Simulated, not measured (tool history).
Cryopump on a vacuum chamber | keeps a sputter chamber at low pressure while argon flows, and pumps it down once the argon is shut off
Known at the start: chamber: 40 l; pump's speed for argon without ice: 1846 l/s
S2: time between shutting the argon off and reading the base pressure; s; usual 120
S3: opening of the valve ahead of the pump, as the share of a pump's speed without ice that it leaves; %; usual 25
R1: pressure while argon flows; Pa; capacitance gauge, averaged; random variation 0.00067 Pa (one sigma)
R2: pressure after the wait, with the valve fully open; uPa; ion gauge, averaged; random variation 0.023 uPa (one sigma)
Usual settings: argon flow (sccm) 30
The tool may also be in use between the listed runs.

run 1 hour=0 | argon_flow_(sccm)=30 S2=120 S3=25 | R1=0.1166 R2=1.8
run 2 hour=25.6 | argon_flow_(sccm)=30 S2=120 S3=25 | R1=0.1186 R2=1.78
run 3 hour=48.9 | argon_flow_(sccm)=30 S2=120 S3=25 | R1=0.1176 R2=1.81
run 4 hour=71.5 | argon_flow_(sccm)=30 S2=120 S3=25 | R1=0.1185 R2=1.8
run 5 hour=93.7 | argon_flow_(sccm)=30 S2=120 S3=25 | R1=0.118 R2=1.83
run 6 hour=111.9 | argon_flow_(sccm)=30 S2=120 S3=25 | R1=0.118 R2=1.92
run 7 hour=151.2 | argon_flow_(sccm)=22 S2=120 S3=25 | R1=0.0879 R2=1.88
run 8 hour=184.7 | argon_flow_(sccm)=17 S2=120 S3=25 | R1=0.0673 R2=1.92
run 9 hour=201.3 | argon_flow_(sccm)=30 S2=49 S3=25 | R1=0.119 R2=2.71
run 10 hour=240.4 | argon_flow_(sccm)=30 S2=49 S3=25 | R1=0.1195 R2=2.78
run 11 hour=273.6 | argon_flow_(sccm)=30 S2=120 S3=21 | R1=0.1403 R2=1.89
run 12 hour=312.1 | argon_flow_(sccm)=19 S2=120 S3=24 | R1=0.0797 R2=2
run 13 hour=328.6 | argon_flow_(sccm)=24 S2=25 S3=41 | R1=0.0615 R2=4.07
-- hour=354.2 pump warmed up, emptied and cooled again
run 14 hour=361.5 | argon_flow_(sccm)=29 S2=120 S3=43 | R1=0.0616 R2=1.58
run 15 hour=391.2 | argon_flow_(sccm)=29 S2=120 S3=43 | R1=0.0628 R2=1.58
run 16 hour=429.5 | argon_flow_(sccm)=25 S2=120 S3=43 | R1=0.0541 R2=1.59
run 17 hour=445.7 | argon_flow_(sccm)=25 S2=50 S3=16 | R1=0.1451 R2=2.39
-- hour=469.3 leaking fittings of the chamber tightened, without venting
run 18 hour=470.7 | argon_flow_(sccm)=25 S2=50 S3=16 | R1=0.1429 R2=1.48
run 19 hour=499.9 | argon_flow_(sccm)=15 S2=120 S3=25 | R1=0.055 R2=0.76
run 20 hour=519 | argon_flow_(sccm)=15 S2=120 S3=25 | R1=0.0557 R2=0.76

Forecast each of these 5 alternatives for the next run:
run A hour=549.1 | argon_flow_(sccm)=57 S2=270 S3=29 | R1=? R2=?
run B hour=549.1 | argon_flow_(sccm)=34 S2=120 S3=25 | R1=? R2=?
run C hour=549.1 | argon_flow_(sccm)=57 S2=50 S3=32 | R1=? R2=?
run D hour=549.1 | argon_flow_(sccm)=28 S2=27 S3=25 | R1=? R2=?
run E hour=549.1 | argon_flow_(sccm)=15 S2=34 S3=25 | R1=? R2=?

run=A R1=0.1816 R2=0.4
run=B R1=0.126 R2=0.73
run=C R1=0.1668 R2=1.51
run=D R1=0.1044 R2=2.58
run=E R1=0.0551 R2=2.13
Without the tool's hidden state the same runs would have given:
run=A R1=0.1791 R2=0.38
run=B R1=0.1245 R2=0.71
run=C R1=0.1643 R2=1.49
run=D R1=0.1032 R2=2.56
run=E R1=0.0544 R2=2.11

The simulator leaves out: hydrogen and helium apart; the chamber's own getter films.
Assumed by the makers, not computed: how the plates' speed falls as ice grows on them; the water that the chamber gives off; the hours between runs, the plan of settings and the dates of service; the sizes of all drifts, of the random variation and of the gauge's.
